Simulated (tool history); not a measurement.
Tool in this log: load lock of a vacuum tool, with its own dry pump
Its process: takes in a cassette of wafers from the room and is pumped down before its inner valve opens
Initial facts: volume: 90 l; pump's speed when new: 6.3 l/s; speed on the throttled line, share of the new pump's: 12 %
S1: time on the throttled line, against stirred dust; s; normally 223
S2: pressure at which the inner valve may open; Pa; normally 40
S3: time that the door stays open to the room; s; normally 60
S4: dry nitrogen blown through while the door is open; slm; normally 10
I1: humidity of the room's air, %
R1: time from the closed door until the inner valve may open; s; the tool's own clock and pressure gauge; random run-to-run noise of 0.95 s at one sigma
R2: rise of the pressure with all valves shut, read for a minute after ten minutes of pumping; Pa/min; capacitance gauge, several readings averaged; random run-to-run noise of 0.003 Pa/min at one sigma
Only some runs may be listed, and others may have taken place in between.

{"run": 1, "day": 0.0, "S1": 223, "S2": 40, "S3": 60, "S4": 10, "I1": 48.2, "R1": 317.3, "R2": 0.049}
{"run": 2, "day": 13.588, "S1": 223, "S2": 40, "S3": 60, "S4": 10, "I1": 47.6, "R1": 316.9, "R2": 0.06}
{"run": 3, "day": 22.5, "S1": 223, "S2": 40, "S3": 162, "S4": 10, "I1": 45.2, "R1": 319.3, "R2": 0.095}
{"run": 4, "day": 30.246, "S1": 223, "S2": 40, "S3": 60, "S4": 10, "I1": 43.5, "R1": 316.2, "R2": 0.057}
{"run": 5, "day": 38.596, "S1": 223, "S2": 40, "S3": 60, "S4": 10, "I1": 43.1, "R1": 318.1, "R2": 0.061}
{"run": 6, "day": 50.1, "S1": 223, "S2": 40, "S3": 60, "S4": 10, "I1": 44.3, "R1": 317.6, "R2": 0.06}
{"day": 57.925, "done": "dry pump taken out, an overhauled one fitted"}
{"run": 7, "day": 58.546, "S1": 157, "S2": 78, "S3": 45, "S4": 4, "I1": 43.8, "R1": 240.4, "R2": 0.074}
{"run": 8, "day": 70.996, "S1": 157, "S2": 78, "S3": 45, "S4": 4, "I1": 42.1, "R1": 240.4, "R2": 0.084}
{"run": 9, "day": 81.638, "S1": 157, "S2": 78, "S3": 45, "S4": 11, "I1": 48.9, "R1": 240.8, "R2": 0.076}
{"run": 10, "day": 91.729, "S1": 157, "S2": 39, "S3": 161, "S4": 11, "I1": 41.8, "R1": 251.2, "R2": 0.109}
{"run": 11, "day": 99.467, "S1": 122, "S2": 35, "S3": 52, "S4": 5, "I1": 45.4, "R1": 222, "R2": 0.092}

Forecast each of these 3 alternatives for the next run:
{"run": "A", "day": 107.338, "S1": 312, "S2": 41, "S3": 60, "S4": 5, "I1": 44.7, "R1": "?", "R2": "?"}
{"run": "B", "day": 107.338, "S1": 122, "S2": 49, "S3": 52, "S4": 13, "I1": 44, "R1": "?", "R2": "?"}
{"run": "C", "day": 107.338, "S1": 263, "S2": 35, "S3": 52, "S4": 5, "I1": 43.3, "R1": "?", "R2": "?"}

run=A R1=387.9 R2=0.098
run=B R1=215.9 R2=0.083
run=C R1=344.3 R2=0.097
Take away the tool's hidden state, keep each run's random variation, and the runs would have read:
run=A R1=387.5 R2=0.041
run=B R1=215.4 R2=0.026
run=C R1=343.9 R2=0.04

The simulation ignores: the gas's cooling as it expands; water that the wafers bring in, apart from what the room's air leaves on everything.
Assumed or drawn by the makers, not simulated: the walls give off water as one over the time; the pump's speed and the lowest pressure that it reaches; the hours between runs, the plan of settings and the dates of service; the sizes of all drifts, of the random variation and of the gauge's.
